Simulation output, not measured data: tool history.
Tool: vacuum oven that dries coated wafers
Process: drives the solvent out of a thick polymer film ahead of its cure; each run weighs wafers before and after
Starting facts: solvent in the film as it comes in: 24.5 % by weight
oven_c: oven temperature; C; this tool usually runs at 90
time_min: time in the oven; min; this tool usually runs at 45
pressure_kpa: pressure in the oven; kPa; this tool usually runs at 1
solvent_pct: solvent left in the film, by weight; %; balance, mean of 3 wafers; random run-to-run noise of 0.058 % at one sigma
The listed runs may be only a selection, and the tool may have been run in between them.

{"run": 1, "day": 0.0, "oven_c": 90, "time_min": 45, "pressure_kpa": 1, "solvent_pct": 2.88}
{"run": 2, "day": 3.242, "oven_c": 90, "time_min": 70, "pressure_kpa": 1, "solvent_pct": 1.8}
{"day": 5.771, "done": "vacuum gauge cleaned of residue and calibrated"}
{"run": 3, "day": 5.779, "oven_c": 90, "time_min": 45, "pressure_kpa": 1, "solvent_pct": 2.96}
{"run": 4, "day": 9.996, "oven_c": 90, "time_min": 45, "pressure_kpa": 1, "solvent_pct": 2.91}
{"run": 5, "day": 13.075, "oven_c": 90, "time_min": 45, "pressure_kpa": 0.51, "solvent_pct": 2.19}
{"run": 6, "day": 15.8, "oven_c": 96, "time_min": 45, "pressure_kpa": 1, "solvent_pct": 1.68}
{"run": 7, "day": 18.467, "oven_c": 96, "time_min": 45, "pressure_kpa": 1, "solvent_pct": 1.65}
{"day": 21.862, "done": "oven's thermocouples calibrated"}
{"run": 8, "day": 22.717, "oven_c": 96, "time_min": 55, "pressure_kpa": 1.9, "solvent_pct": 2.54}
{"run": 9, "day": 25.171, "oven_c": 95, "time_min": 37, "pressure_kpa": 1, "solvent_pct": 2.1}
{"run": 10, "day": 27.462, "oven_c": 98, "time_min": 61, "pressure_kpa": 1, "solvent_pct": 1.19}

Estimate the outcome of run 11 from the log above:
{"run": 11, "day": 29.533, "oven_c": 92, "time_min": 45, "pressure_kpa": 3.9, "solvent_pct": "?"}

{"run 11": {"solvent_pct": 6.35}}
Take away the tool's hidden state, keep the run-to-run variation as it was, and the same run would have given solvent_pct 6.34 %.

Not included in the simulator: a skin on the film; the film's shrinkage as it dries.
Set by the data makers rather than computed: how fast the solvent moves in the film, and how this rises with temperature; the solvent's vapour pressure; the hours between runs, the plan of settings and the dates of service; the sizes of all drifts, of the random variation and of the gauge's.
